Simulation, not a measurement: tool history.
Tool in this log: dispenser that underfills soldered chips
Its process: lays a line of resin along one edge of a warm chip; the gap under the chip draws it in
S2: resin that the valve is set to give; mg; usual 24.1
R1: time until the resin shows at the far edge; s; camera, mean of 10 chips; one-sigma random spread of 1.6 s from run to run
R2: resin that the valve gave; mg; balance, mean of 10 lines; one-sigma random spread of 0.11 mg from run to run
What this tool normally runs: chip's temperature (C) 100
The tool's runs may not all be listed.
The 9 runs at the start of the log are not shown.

At hour 75.9: new syringe of resin.
Run 10, hour 76.9: usual settings but S2 27.8 mg. Result: R1 155 s, R2 25.65 mg.
Run 11, hour 83: usual settings but S2 27.8 mg. Result: R1 191.6 s, R2 25.59 mg.
At hour 85.3: new syringe of resin.
At hour 89.2: dispensing valve cleaned and set on the balance.
Run 12, hour 90.7: usual settings but S2 23 mg. Result: R1 180.3 s, R2 22.99 mg.
At hour 96.1: new syringe of resin.
Run 13, hour 96.1: usual settings. Result: R1 153.1 s, R2 23.94 mg.
At hour 105.9: new syringe of resin.
Run 14, hour 106.5: usual settings but chip's temperature (C) 98. Result: R1 168.2 s, R2 24.05 mg.
Run 15, hour 112.8: usual settings but S2 27.8 mg. Result: R1 192.8 s, R2 27.49 mg.
At hour 115.5: new syringe of resin.
Run 16, hour 122.2: usual settings but S2 27.8 mg. Result: R1 190.1 s, R2 27.44 mg.
At hour 125.4: new syringe of resin.
Run 17, hour 129: usual settings. Result: R1 173.7 s, R2 23.72 mg.
At hour 135.2: new syringe of resin.
Run 18, hour 136.2: usual settings. Result: R1 153.4 s, R2 23.41 mg.
Run 19, hour 141.5: usual settings. Result: R1 189.8 s, R2 23.43 mg.
At hour 145.2: new syringe of resin.
Run 20, hour 148.4: usual settings. Result: R1 172 s, R2 23.31 mg.
At hour 154.8: new syringe of resin.
Run 21, hour 154.9: usual settings. Result: R1 154.6 s, R2 23.25 mg.
Run 22, hour 160.6: usual settings but S2 25.2 mg. Result: R1 186.7 s, R2 24.15 mg.
At hour 164.3: new syringe of resin.
Run 23, hour 168.3: usual settings but chip's temperature (C) 105, S2 28.3 mg. Result: R1 136.3 s, R2 27.3 mg.
At hour 173.8: new syringe of resin.
Run 24, hour 176.7: usual settings but chip's temperature (C) 106, S2 23.3 mg. Result: R1 130.9 s, R2 22.18 mg.
Run 25, hour 181.9: usual settings but chip's temperature (C) 106, S2 23.3 mg. Result: R1 160.9 s, R2 22.25 mg.
At hour 183.8: new syringe of resin.
Run 26, hour 190: usual settings but S2 22 mg. Result: R1 193 s, R2 21.03 mg.
At hour 193.3: new syringe of resin.
Run 27, hour 197.9: usual settings but chip's temperature (C) 87, S2 22.6 mg. Result: R1 332 s, R2 21.35 mg.
At hour 203.3: new syringe of resin.
Run 28, hour 208.5: usual settings but chip's temperature (C) 87, S2 28.8 mg. Result: R1 327.8 s, R2 27.22 mg.

For run 29, what comes out?
At hour 213.3: new syringe of resin.
Run 29, hour 215.4: usual settings but chip's temperature (C) 85, S2 24.5 mg. Result: R1 ?, R2 ?.

Run 29 produced R1 314.6 s, R2 22.85 mg.
If the tool had no hidden condition, the same run with the same run-to-run variation would have returned R1 295.7 s, R2 24.41 mg.
